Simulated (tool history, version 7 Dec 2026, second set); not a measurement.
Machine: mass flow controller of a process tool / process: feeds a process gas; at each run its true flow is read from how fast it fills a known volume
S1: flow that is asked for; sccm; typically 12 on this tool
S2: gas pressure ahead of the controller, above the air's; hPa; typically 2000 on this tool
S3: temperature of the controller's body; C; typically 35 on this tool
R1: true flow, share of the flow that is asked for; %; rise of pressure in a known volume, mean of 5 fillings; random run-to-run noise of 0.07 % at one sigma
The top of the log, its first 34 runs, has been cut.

run,hour,S1,S2,S3,R1
35,2974.5,3,2000,35,96.54
36,3044.1,3,2000,35,96.66
37,3138.7,3,2000,35,96.75
38,3247.9,3,1550,24,97.60
39,3317.4,6,1790,24,98.00
40,3427.1,6,1790,24,97.97
41,3526.9,5,2520,27,97.56
42,3621.6,17,2520,21,99.77
43,3702.6,17,2520,21,99.77
44,3761.4,11,2250,26,98.46
45,3869.9,4,1800,35,96.84
46,3939.7,10,1800,35,97.72
47,4057.1,10,1800,35,97.74
48,4108.6,6,2000,26,97.93
49,4158.2,17,1420,26,99.64

Each row is a separate what-if for the run after 49, all from the same tool condition, not one after another. Results?
A,4214.0,17,1420,22,?
B,4214.0,11,1420,26,?
C,4214.0,5,1420,26,?

run,R1
A,99.94
B,98.69
C,97.73
Stripped of hidden state, with their random variation kept, the same runs would have yielded:
run,R1
A,99.96
B,98.71
C,97.75
